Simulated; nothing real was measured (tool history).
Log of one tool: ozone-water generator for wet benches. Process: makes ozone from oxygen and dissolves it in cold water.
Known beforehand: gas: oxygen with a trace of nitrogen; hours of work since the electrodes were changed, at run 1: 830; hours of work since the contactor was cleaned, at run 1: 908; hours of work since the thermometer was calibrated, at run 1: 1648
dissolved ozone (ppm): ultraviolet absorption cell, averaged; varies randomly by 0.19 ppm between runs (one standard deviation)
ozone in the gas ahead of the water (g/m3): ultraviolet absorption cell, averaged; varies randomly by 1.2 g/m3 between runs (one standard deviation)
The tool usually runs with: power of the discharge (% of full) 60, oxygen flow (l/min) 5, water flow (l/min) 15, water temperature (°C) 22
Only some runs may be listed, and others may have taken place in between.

run	day	power of the discharge (% of full)	oxygen flow (l/min)	water flow (l/min)	water temperature (°C)	hours of work since the electrodes were changed	hours of work since the contactor was cleaned	hours of work since the thermometer was calibrated	dissolved ozone (ppm)	ozone in the gas ahead of the water (g/m3)
1	0	60	5	15	22	830	908	1648	25.4	208.4
2	0.662	60	5	15	19	843	921	1662	26.9	209
3	2.058	60	5	15	22	871	949	1690	25.8	209.4
4	2.812	47	5	15	22	886	964	1705	21.5	177.4
5	3.692	47	5	15	22	904	982	1723	21.3	175.7
6	4.979	47	5	15	22	930	1008	1748	21.4	175.3
7	6.192	76	6.28	15	22	954	1032	1773	29.8	222.4
8	6.888	76	6.28	15	22	968	1046	1787	30	224.5
9	7.888	76	6.28	15	22	988	1066	1807	30.2	223
10	8.708	91	6.28	15	22	1004	1083	1823	33.8	254.3
11	9.554	91	6.28	15	22	1021	1100	1840	33.8	253.9
12	10.529	60	5	18	21	1041	1119	1860	23	211.9

Forecast each of these 3 alternatives for the next run:
A	11.979	62	8.94	15	22	1070	1148	1889	?	?
B	11.979	60	5	22	28	1070	1148	1889	?	?
C	11.979	66	5	13	22	1070	1148	1889	?	?

run	dissolved ozone (ppm)	ozone in the gas ahead of the water (g/m3)
A	24.6	163.4
B	17.7	210.6
C	29.7	223.2
Without the tool's unlogged condition, the same runs would have read:
run	dissolved ozone (ppm)	ozone in the gas ahead of the water (g/m3)
A	25.3	166.8
B	18.2	214.9
C	30.6	228.1

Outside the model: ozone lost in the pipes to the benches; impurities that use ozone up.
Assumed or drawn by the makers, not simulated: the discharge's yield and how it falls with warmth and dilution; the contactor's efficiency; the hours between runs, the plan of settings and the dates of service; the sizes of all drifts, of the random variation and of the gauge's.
